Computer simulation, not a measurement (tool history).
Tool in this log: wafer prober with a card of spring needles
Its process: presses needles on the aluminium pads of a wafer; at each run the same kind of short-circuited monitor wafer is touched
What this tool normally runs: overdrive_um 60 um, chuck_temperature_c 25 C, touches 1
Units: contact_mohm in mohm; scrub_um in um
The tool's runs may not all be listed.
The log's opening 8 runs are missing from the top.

-- day=2.421 tips cleaned on abrasive film
run 9 day=2.604 | overdrive_um=60 chuck_temperature_c=25 touches=2 | contact_mohm=162 scrub_um=16.02
-- day=2.738 tips cleaned on abrasive film
run 10 day=2.946 | overdrive_um=60 chuck_temperature_c=73 touches=2 | contact_mohm=171 scrub_um=16.16
-- day=3.042 tips cleaned on abrasive film
-- day=3.354 tips cleaned on abrasive film
run 11 day=3.358 | overdrive_um=41 chuck_temperature_c=25 touches=1 | contact_mohm=170 scrub_um=10.94
-- day=3.662 tips cleaned on abrasive film
run 12 day=3.662 | overdrive_um=60 chuck_temperature_c=25 touches=1 | contact_mohm=160 scrub_um=15.99
-- day=3.971 tips cleaned on abrasive film
run 13 day=3.971 | overdrive_um=60 chuck_temperature_c=25 touches=1 | contact_mohm=156 scrub_um=15.95
-- day=4.275 tips cleaned on abrasive film
run 14 day=4.333 | overdrive_um=60 chuck_temperature_c=25 touches=1 | contact_mohm=160 scrub_um=16.04
-- day=4.579 tips cleaned on abrasive film
run 15 day=4.592 | overdrive_um=60 chuck_temperature_c=25 touches=1 | contact_mohm=160 scrub_um=16.06
-- day=4.883 tips cleaned on abrasive film
run 16 day=5.008 | overdrive_um=60 chuck_temperature_c=60 touches=1 | contact_mohm=167 scrub_um=16.1
-- day=5.183 tips cleaned on abrasive film
run 17 day=5.429 | overdrive_um=60 chuck_temperature_c=60 touches=1 | contact_mohm=165 scrub_um=16.09
-- day=5.475 tips cleaned on abrasive film
-- day=5.771 tips cleaned on abrasive film
run 18 day=5.817 | overdrive_um=60 chuck_temperature_c=42 touches=2 | contact_mohm=160 scrub_um=15.98
-- day=6.104 tips cleaned on abrasive film
run 19 day=6.183 | overdrive_um=78 chuck_temperature_c=36 touches=1 | contact_mohm=157 scrub_um=20.87
-- day=6.396 tips cleaned on abrasive film
run 20 day=6.596 | overdrive_um=77 chuck_temperature_c=50 touches=1 | contact_mohm=159 scrub_um=20.61
-- day=6.692 tips cleaned on abrasive film
-- day=6.988 tips cleaned on abrasive film
run 21 day=6.988 | overdrive_um=76 chuck_temperature_c=25 touches=2 | contact_mohm=156 scrub_um=20.36
-- day=7.296 tips cleaned on abrasive film
run 22 day=7.475 | overdrive_um=53 chuck_temperature_c=34 touches=1 | contact_mohm=165 scrub_um=14.19
-- day=7.588 tips cleaned on abrasive film
run 23 day=7.788 | overdrive_um=53 chuck_temperature_c=34 touches=1 | contact_mohm=164 scrub_um=14.18
-- day=7.879 tips cleaned on abrasive film
run 24 day=8.083 | overdrive_um=53 chuck_temperature_c=111 touches=2 | contact_mohm=183 scrub_um=14.15
-- day=8.171 tips cleaned on abrasive film
-- day=8.475 tips cleaned on abrasive film
run 25 day=8.55 | overdrive_um=76 chuck_temperature_c=49 touches=2 | contact_mohm=159 scrub_um=20.49
-- day=8.779 tips cleaned on abrasive film
run 26 day=8.904 | overdrive_um=52 chuck_temperature_c=25 touches=2 | contact_mohm=163 scrub_um=13.94
-- day=9.071 tips cleaned on abrasive film
run 27 day=9.2 | overdrive_um=52 chuck_temperature_c=25 touches=2 | contact_mohm=161 scrub_um=13.86
-- day=9.367 tips cleaned on abrasive film
-- day=9.662 tips cleaned on abrasive film
run 28 day=9.733 | overdrive_um=52 chuck_temperature_c=25 touches=2 | contact_mohm=162 scrub_um=13.92
-- day=9.958 tips cleaned on abrasive film
run 29 day=10.021 | overdrive_um=64 chuck_temperature_c=112 touches=1 | contact_mohm=172 scrub_um=17.19
-- day=10.254 tips cleaned on abrasive film
run 30 day=10.525 | overdrive_um=64 chuck_temperature_c=112 touches=1 | contact_mohm=172 scrub_um=17.13
-- day=10.579 tips cleaned on abrasive film
-- day=10.883 tips cleaned on abrasive film
run 31 day=10.983 | overdrive_um=43 chuck_temperature_c=25 touches=2 | contact_mohm=168 scrub_um=11.48
-- day=11.146 height of the first contact set anew
-- day=11.188 tips cleaned on abrasive film
run 32 day=11.271 | overdrive_um=43 chuck_temperature_c=25 touches=2 | contact_mohm=171 scrub_um=11.48

Alternative continuations, all from the tool just after run 32; predict every row:
-- day=11.483 tips cleaned on abrasive film
run A day=11.7 | overdrive_um=60 chuck_temperature_c=65 touches=1 | contact_mohm=? scrub_um=?
-- day=11.483 tips cleaned on abrasive film
run B day=11.7 | overdrive_um=60 chuck_temperature_c=34 touches=1 | contact_mohm=? scrub_um=?
-- day=11.483 tips cleaned on abrasive film
run C day=11.7 | overdrive_um=72 chuck_temperature_c=71 touches=1 | contact_mohm=? scrub_um=?

run=A contact_mohm=168 scrub_um=15.98
run=B contact_mohm=161 scrub_um=16.02
run=C contact_mohm=165 scrub_um=19.29
Had the tool no hidden state, the same runs would have come out as:
run=A contact_mohm=167 scrub_um=15.99
run=B contact_mohm=161 scrub_um=16.02
run=C contact_mohm=165 scrub_um=19.29
